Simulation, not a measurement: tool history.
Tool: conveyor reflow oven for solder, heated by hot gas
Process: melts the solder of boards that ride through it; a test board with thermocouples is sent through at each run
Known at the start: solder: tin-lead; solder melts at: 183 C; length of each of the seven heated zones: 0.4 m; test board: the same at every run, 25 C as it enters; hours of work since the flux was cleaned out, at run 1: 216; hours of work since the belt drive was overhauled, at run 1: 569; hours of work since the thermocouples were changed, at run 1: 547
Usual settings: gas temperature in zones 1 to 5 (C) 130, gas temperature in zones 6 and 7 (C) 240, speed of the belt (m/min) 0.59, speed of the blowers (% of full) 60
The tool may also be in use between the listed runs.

run	hour	gas temperature in zones 1 to 5 (C)	gas temperature in zones 6 and 7 (C)	speed of the belt (m/min)	speed of the blowers (% of full)	hours of work since the flux was cleaned out	hours of work since the belt drive was overhauled	hours of work since the thermocouples were changed	highest temperature of the board (C)	time above the solder's melting point (s)
1	0	130	240	0.59	60	216	569	547	216.6	57.6
# hour 23.1: thermocouples of zones 6 and 7 changed
# hour 30.7: flux residue cleaned out of gas plates and filters
2	34.5	130	240	0.59	60	3	587	4	217.3	57.4
3	70.4	130	240	0.59	60	26	611	28	216.3	57
# hour 109.6: flux residue cleaned out of gas plates and filters, once more
4	111.3	141	240	0.59	60	1	635	52	222.8	65.9
5	142.9	141	240	0.59	60	22	656	73	222.3	65.8
6	170.6	130	231	0.59	60	40	674	91	211.4	53.5
7	193.9	130	237	0.484	51	56	689	106	220.9	75.4
8	222.2	130	237	0.484	51	74	708	125	220.8	75.7
9	241.4	126	228	0.509	64	87	721	138	214.4	64.9
10	271.8	145	238	0.532	55	107	741	158	221.8	75.6
11	311.9	145	238	0.532	55	134	767	184	221.6	75.2
12	345.6	145	238	0.532	55	156	790	207	221.4	75.1

Forecast each of these 4 alternatives for the next run:
A	384.7	116	238	0.532	61	182	816	233	?	?
B	384.7	130	253	0.59	87	182	816	233	?	?
C	384.7	136	236	0.532	61	182	816	233	?	?
D	384.7	145	238	0.521	57	182	816	233	?	?

run	highest temperature of the board (C)	time above the solder's melting point (s)
A	218.3	61.7
B	237.3	72.3
C	219.2	69.7
D	222.3	77.6
Without the tool's hidden state the same runs would have given:
run	highest temperature of the board (C)	time above the solder's melting point (s)
A	219.9	62.7
B	239.3	72.5
C	220.6	70.4
D	223.5	77.9
